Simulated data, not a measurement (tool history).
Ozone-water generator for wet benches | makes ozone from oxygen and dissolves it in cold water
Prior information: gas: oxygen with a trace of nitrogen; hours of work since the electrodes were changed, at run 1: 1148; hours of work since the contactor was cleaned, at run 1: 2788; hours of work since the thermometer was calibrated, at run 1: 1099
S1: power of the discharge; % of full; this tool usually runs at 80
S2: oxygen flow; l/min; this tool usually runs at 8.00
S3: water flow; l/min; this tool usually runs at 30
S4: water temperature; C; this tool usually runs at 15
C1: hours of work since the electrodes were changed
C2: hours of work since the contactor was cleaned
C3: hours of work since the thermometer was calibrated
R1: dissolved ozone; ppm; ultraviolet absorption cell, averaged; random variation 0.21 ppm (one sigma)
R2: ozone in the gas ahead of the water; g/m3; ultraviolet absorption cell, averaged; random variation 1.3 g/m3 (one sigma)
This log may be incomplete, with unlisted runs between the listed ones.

run 1 hour=0.0 | S1=80 S2=8.00 S3=30 S4=15 | C1=1148 C2=2788 C3=1099 | R1=27.1 R2=233.5
run 2 hour=64.2 | S1=80 S2=8.00 S3=30 S4=15 | C1=1188 C2=2829 C3=1140 | R1=27.1 R2=231.9
run 3 hour=96.6 | S1=89 S2=8.00 S3=30 S4=15 | C1=1209 C2=2849 C3=1160 | R1=28.5 R2=247.3
run 4 hour=132.7 | S1=89 S2=8.00 S3=30 S4=15 | C1=1231 C2=2872 C3=1183 | R1=28.6 R2=248.7
run 5 hour=194.4 | S1=89 S2=8.00 S3=30 S4=15 | C1=1270 C2=2911 C3=1222 | R1=28.4 R2=244.3
run 6 hour=240.0 | S1=89 S2=11.38 S3=30 S4=15 | C1=1299 C2=2939 C3=1250 | R1=30.2 R2=216.0
run 7 hour=273.1 | S1=80 S2=8.00 S3=30 S4=15 | C1=1320 C2=2960 C3=1271 | R1=26.6 R2=231.5
run 8 hour=334.7 | S1=80 S2=8.00 S3=30 S4=15 | C1=1359 C2=2999 C3=1310 | R1=26.6 R2=233.4
run 9 hour=361.9 | S1=80 S2=8.00 S3=30 S4=15 | C1=1376 C2=3016 C3=1327 | R1=26.4 R2=231.3
run 10 hour=415.8 | S1=80 S2=8.00 S3=22 S4=15 | C1=1410 C2=3050 C3=1361 | R1=33.2 R2=230.0
run 11 hour=466.6 | S1=80 S2=8.00 S3=22 S4=15 | C1=1442 C2=3082 C3=1393 | R1=32.9 R2=229.9
run 12 hour=530.5 | S1=80 S2=8.00 S3=22 S4=15 | C1=1482 C2=3123 C3=1434 | R1=32.7 R2=228.3
run 13 hour=587.0 | S1=80 S2=8.00 S3=22 S4=15 | C1=1518 C2=3158 C3=1469 | R1=32.0 R2=227.8
run 14 hour=645.5 | S1=80 S2=5.91 S3=30 S4=15 | C1=1554 C2=3195 C3=1506 | R1=24.0 R2=252.3
run 15 hour=691.6 | S1=80 S2=5.80 S3=30 S4=15 | C1=1583 C2=3224 C3=1535 | R1=24.2 R2=253.0
run 16 hour=755.7 | S1=50 S2=8.00 S3=30 S4=15 | C1=1624 C2=3264 C3=1575 | R1=20.2 R2=174.2
run 17 hour=818.4 | S1=99 S2=8.00 S3=30 S4=15 | C1=1663 C2=3304 C3=1615 | R1=28.6 R2=254.6
run 18 hour=846.3 | S1=80 S2=8.42 S3=30 S4=13 | C1=1681 C2=3321 C3=1632 | R1=27.0 R2=222.7
run 19 hour=895.9 | S1=80 S2=7.43 S3=39 S4=7 | C1=1712 C2=3353 C3=1664 | R1=22.4 R2=232.0
run 20 hour=933.7 | S1=80 S2=7.43 S3=39 S4=7 | C1=1736 C2=3377 C3=1688 | R1=22.3 R2=232.1
run 21 hour=981.0 | S1=66 S2=8.00 S3=32 S4=17 | C1=1766 C2=3406 C3=1717 | R1=21.1 R2=204.5
run 22 hour=1045.0 | S1=66 S2=12.91 S3=32 S4=17 | C1=1806 C2=3447 C3=1758 | R1=22.9 R2=169.8
run 23 hour=1098.0 | S1=43 S2=9.02 S3=32 S4=8 | C1=1840 C2=3480 C3=1791 | R1=19.5 R2=151.5
run 24 hour=1160.6 | S1=43 S2=9.02 S3=32 S4=8 | C1=1879 C2=3520 C3=1831 | R1=19.5 R2=151.1
run 25 hour=1206.4 | S1=80 S2=5.51 S3=30 S4=13 | C1=1908 C2=3548 C3=1859 | R1=23.0 R2=255.6
-- hour=1213.9 contactor cleaned
run 26 hour=1267.7 | S1=80 S2=5.51 S3=30 S4=10 | C1=1944 C2=34 C3=1895 | R1=26.0 R2=255.8

What will run 27 give?
run 27 hour=1295.4 | S1=80 S2=5.51 S3=30 S4=10 | C1=1961 C2=51 C3=1913 | R1=? R2=?

R1: 26.3 ppm
R2: 255.2 g/m3
Minus the tool's unlogged condition, the same run would have read R1 29.6 ppm, R2 286.1 g/m3.

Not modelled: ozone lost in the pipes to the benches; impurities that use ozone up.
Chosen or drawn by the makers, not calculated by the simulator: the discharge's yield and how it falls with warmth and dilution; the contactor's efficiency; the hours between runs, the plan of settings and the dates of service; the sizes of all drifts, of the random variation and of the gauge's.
